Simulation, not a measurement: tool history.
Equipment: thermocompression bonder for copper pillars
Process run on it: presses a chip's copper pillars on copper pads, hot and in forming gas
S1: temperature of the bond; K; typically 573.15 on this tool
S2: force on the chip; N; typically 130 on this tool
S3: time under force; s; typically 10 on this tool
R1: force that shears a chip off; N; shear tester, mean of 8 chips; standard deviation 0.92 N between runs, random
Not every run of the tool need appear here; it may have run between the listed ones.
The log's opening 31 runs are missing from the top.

run,hour,S1,S2,S3,R1
32,335.7,573.15,158,10,111.2
33,347.5,573.15,177,10,114.8
34,357,574.15,130,10,103.2
35,364.3,573.15,118,10,97.7
36,379.2,552.15,124,7,74
37,391.1,543.15,120,8,69
38,406.2,551.15,117,12,84.7
39,415.6,573.15,141,13,111.8
40,425.8,573.15,175,5,97.9

Consider 4 possible next runs. They are alternatives, not a sequence: every one starts from the tool as it was left by run 40. What does each give?
A,434.4,573.15,89,7,?
B,434.4,573.15,175,21,?
C,434.4,573.15,130,17,?
D,434.4,555.15,130,10,?

run,R1
A,74
B,129.6
C,116.9
D,88.1
Stripped of hidden state, with their random variation kept, the same runs would have yielded:
run,R1
A,76.5
B,133.6
C,120.6
D,90.9

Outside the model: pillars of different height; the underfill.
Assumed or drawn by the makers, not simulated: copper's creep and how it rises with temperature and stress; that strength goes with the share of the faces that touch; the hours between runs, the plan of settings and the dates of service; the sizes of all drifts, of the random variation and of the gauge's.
